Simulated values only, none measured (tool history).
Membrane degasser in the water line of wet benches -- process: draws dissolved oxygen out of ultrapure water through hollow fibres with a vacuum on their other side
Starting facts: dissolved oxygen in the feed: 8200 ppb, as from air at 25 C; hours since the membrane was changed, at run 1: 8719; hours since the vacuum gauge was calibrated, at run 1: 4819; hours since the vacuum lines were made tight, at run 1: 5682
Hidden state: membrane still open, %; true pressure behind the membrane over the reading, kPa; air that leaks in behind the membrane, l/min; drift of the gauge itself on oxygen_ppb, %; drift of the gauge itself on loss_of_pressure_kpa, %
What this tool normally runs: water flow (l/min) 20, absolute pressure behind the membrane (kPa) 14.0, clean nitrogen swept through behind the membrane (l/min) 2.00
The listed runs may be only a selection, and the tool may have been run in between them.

run,hour,water flow (l/min),absolute pressure behind the membrane (kPa),clean nitrogen swept through behind the membrane (l/min),hours since the membrane was changed,hours since the vacuum gauge was calibrated,hours since the vacuum lines were made tight,dissolved oxygen in the water behind the degasser (ppb),pressure that the water loses in the fibres (kPa)
1,0.0,20,14.0,2.00,8719,4819,5682,263.2,49.78
2,169.2,18,14.0,2.00,8888,4988,5852,238.0,44.75
3,460.6,18,14.0,2.00,9180,5279,6143,238.4,44.35
# hour 658.5: vacuum gauge calibrated
4,729.5,18,14.0,2.00,9448,71,6411,242.9,44.65
5,961.4,20,14.0,2.00,9680,303,6643,265.7,49.45
6,1259.0,20,8.5,2.00,9978,601,6941,138.6,49.67
7,1481.1,20,14.0,2.00,10200,823,7163,265.4,49.82
8,1695.7,20,14.0,5.37,10414,1037,7378,107.9,49.75
9,1940.3,20,14.0,1.39,10659,1282,7622,370.1,49.82
# hour 2192.1: vacuum gauge calibrated, once more
10,2205.6,20,14.0,1.39,10924,14,7887,353.9,50.15
# hour 2346.2: seals of the vacuum lines changed
11,2443.9,20,14.0,4.79,11160,250,98,112.3,50.29
12,2762.8,20,14.0,4.79,11479,569,417,112.8,50.09
13,3043.0,20,14.0,4.79,11759,849,697,112.9,50.30
14,3206.9,20,14.0,2.00,11923,1013,861,253.9,50.06
15,3351.6,20,14.0,2.00,12068,1158,1005,253.9,50.63
16,3514.7,31,14.0,2.00,12231,1321,1169,390.3,78.28
17,3740.6,31,14.0,2.00,12457,1547,1394,387.2,78.39
18,3994.4,31,14.0,2.00,12710,1800,1648,390.3,78.05
19,4311.4,21,22.9,3.15,13027,2117,1965,313.6,53.02
# hour 4424.4: membrane cartridge changed
20,4476.6,21,22.9,3.15,52,2279,2126,312.1,49.54
21,4805.0,21,22.9,3.15,381,2607,2455,313.2,49.37
22,5066.6,21,22.9,3.15,642,2869,2716,314.0,49.81
23,5244.7,21,22.9,3.15,820,3047,2894,314.6,49.76
24,5506.3,27,23.9,1.00,1082,3308,3156,1073.1,64.35
25,5649.4,24,12.1,1.00,1225,3451,3299,458.4,56.96
26,5936.2,17,13.0,0.83,1512,3738,3586,436.9,40.49
27,6200.7,17,11.9,0.83,1776,4003,3850,393.5,40.91
28,6497.0,17,11.9,1.32,2073,4299,4147,262.8,40.24
29,6800.5,28,15.3,2.00,2376,4602,4450,395.3,67.23
30,7089.0,28,15.3,2.00,2665,4891,4739,397.9,66.78
31,7275.2,28,15.3,2.00,2851,5077,4925,397.8,67.09
32,7492.5,28,15.3,2.00,3068,5294,5142,394.1,67.21

Each run again, without the hidden state but with its own random variation kept:
run,dissolved oxygen in the water behind the degasser (ppb),pressure that the water loses in the fibres (kPa)
1,251.5,47.62
2,226.6,42.78
3,226.4,42.31
4,228.2,42.55
5,249.7,47.05
6,124.5,47.20
7,248.3,47.29
8,99.7,47.16
9,346.8,47.17
10,345.2,47.41
11,111.0,47.50
12,111.1,47.23
13,111.0,47.36
14,251.0,47.08
15,250.6,47.60
16,381.3,73.52
17,377.6,73.54
18,379.9,73.12
19,308.3,49.59
20,308.2,49.53
21,308.7,49.27
22,308.9,49.64
23,309.2,49.54
24,1061.1,63.99
25,447.8,56.60
26,425.4,40.18
27,381.5,40.53
28,253.1,39.80
29,384.5,66.41
30,386.2,65.87
31,385.7,66.12
32,381.6,66.16
